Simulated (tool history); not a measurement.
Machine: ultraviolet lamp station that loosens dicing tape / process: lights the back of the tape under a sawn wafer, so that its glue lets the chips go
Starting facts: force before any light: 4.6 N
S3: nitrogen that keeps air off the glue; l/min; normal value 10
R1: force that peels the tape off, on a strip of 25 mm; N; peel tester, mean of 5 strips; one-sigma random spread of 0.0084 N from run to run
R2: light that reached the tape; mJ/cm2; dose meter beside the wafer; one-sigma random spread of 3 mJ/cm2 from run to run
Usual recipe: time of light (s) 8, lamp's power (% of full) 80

run 1 hour=0.0 | time_of_light_(s)=8 lamp's_power_(%_of_full)=80 S3=10 | R1=0.628 R2=294
run 2 hour=28.8 | time_of_light_(s)=5 lamp's_power_(%_of_full)=80 S3=10 | R1=1.120 R2=187
run 3 hour=66.6 | time_of_light_(s)=8 lamp's_power_(%_of_full)=80 S3=10 | R1=0.616 R2=292
run 4 hour=135.2 | time_of_light_(s)=8 lamp's_power_(%_of_full)=80 S3=3 | R1=1.094 R2=280
run 5 hour=181.9 | time_of_light_(s)=8 lamp's_power_(%_of_full)=71 S3=10 | R1=0.768 R2=248
run 6 hour=235.5 | time_of_light_(s)=8 lamp's_power_(%_of_full)=71 S3=10 | R1=0.802 R2=244
run 7 hour=266.5 | time_of_light_(s)=8 lamp's_power_(%_of_full)=71 S3=10 | R1=0.815 R2=244
run 8 hour=304.0 | time_of_light_(s)=8 lamp's_power_(%_of_full)=71 S3=10 | R1=0.819 R2=239
run 9 hour=369.4 | time_of_light_(s)=8 lamp's_power_(%_of_full)=80 S3=15 | R1=0.639 R2=261
run 10 hour=435.8 | time_of_light_(s)=8 lamp's_power_(%_of_full)=80 S3=15 | R1=0.639 R2=259
run 11 hour=480.0 | time_of_light_(s)=8 lamp's_power_(%_of_full)=80 S3=15 | R1=0.659 R2=253
-- hour=498.7 lamp changed
run 12 hour=524.6 | time_of_light_(s)=8 lamp's_power_(%_of_full)=80 S3=9 | R1=0.404 R2=396
run 13 hour=572.1 | time_of_light_(s)=8 lamp's_power_(%_of_full)=80 S3=10 | R1=0.415 R2=385
run 14 hour=631.3 | time_of_light_(s)=8 lamp's_power_(%_of_full)=80 S3=10 | R1=0.395 R2=377
-- hour=636.8 window cleaned of glue's vapour
run 15 hour=678.2 | time_of_light_(s)=8 lamp's_power_(%_of_full)=80 S3=10 | R1=0.430 R2=372
run 16 hour=707.6 | time_of_light_(s)=15 lamp's_power_(%_of_full)=80 S3=10 | R1=0.237 R2=693
run 17 hour=738.5 | time_of_light_(s)=8 lamp's_power_(%_of_full)=98 S3=13 | R1=0.319 R2=450
run 18 hour=783.1 | time_of_light_(s)=13 lamp's_power_(%_of_full)=96 S3=13 | R1=0.222 R2=698
run 19 hour=813.5 | time_of_light_(s)=13 lamp's_power_(%_of_full)=72 S3=19 | R1=0.228 R2=521
run 20 hour=857.9 | time_of_light_(s)=13 lamp's_power_(%_of_full)=92 S3=11 | R1=0.238 R2=656
-- hour=875.6 window cleaned of glue's vapour, once more
run 21 hour=901.7 | time_of_light_(s)=4 lamp's_power_(%_of_full)=96 S3=7 | R1=0.963 R2=242
run 22 hour=956.4 | time_of_light_(s)=10 lamp's_power_(%_of_full)=80 S3=8 | R1=0.320 R2=499
run 23 hour=1022.4 | time_of_light_(s)=10 lamp's_power_(%_of_full)=79 S3=14 | R1=0.268 R2=480
run 24 hour=1056.1 | time_of_light_(s)=6 lamp's_power_(%_of_full)=80 S3=5 | R1=0.867 R2=291
run 25 hour=1126.1 | time_of_light_(s)=4 lamp's_power_(%_of_full)=99 S3=16 | R1=0.729 R2=237
run 26 hour=1180.1 | time_of_light_(s)=8 lamp's_power_(%_of_full)=76 S3=10 | R1=0.465 R2=352
run 27 hour=1215.9 | time_of_light_(s)=9 lamp's_power_(%_of_full)=100 S3=10 | R1=0.272 R2=521
run 28 hour=1255.1 | time_of_light_(s)=9 lamp's_power_(%_of_full)=100 S3=10 | R1=0.288 R2=515
run 29 hour=1301.5 | time_of_light_(s)=9 lamp's_power_(%_of_full)=98 S3=16 | R1=0.247 R2=493
run 30 hour=1344.3 | time_of_light_(s)=14 lamp's_power_(%_of_full)=80 S3=4 | R1=0.289 R2=622
run 31 hour=1402.7 | time_of_light_(s)=10 lamp's_power_(%_of_full)=84 S3=4 | R1=0.480 R2=455
run 32 hour=1473.6 | time_of_light_(s)=10 lamp's_power_(%_of_full)=84 S3=4 | R1=0.478 R2=449

Here are 5 independent what-if runs from the current tool condition. What would each one return?
run A hour=1533.1 | time_of_light_(s)=8 lamp's_power_(%_of_full)=67 S3=4 | R1=? R2=?
run B hour=1533.1 | time_of_light_(s)=8 lamp's_power_(%_of_full)=85 S3=17 | R1=? R2=?
run C hour=1533.1 | time_of_light_(s)=10 lamp's_power_(%_of_full)=92 S3=10 | R1=? R2=?
run D hour=1533.1 | time_of_light_(s)=10 lamp's_power_(%_of_full)=65 S3=4 | R1=? R2=?
run E hour=1533.1 | time_of_light_(s)=10 lamp's_power_(%_of_full)=84 S3=4 | R1=? R2=?

run=A R1=0.972 R2=284
run=B R1=0.358 R2=359
run=C R1=0.282 R2=485
run=D R1=0.744 R2=346
run=E R1=0.487 R2=445
The same runs, with their run-to-run variation unchanged, on a tool lacking any hidden condition would have given:
run=A R1=0.667 R2=367
run=B R1=0.262 R2=464
run=C R1=0.227 R2=626
run=D R1=0.498 R2=447
run=E R1=0.332 R2=574
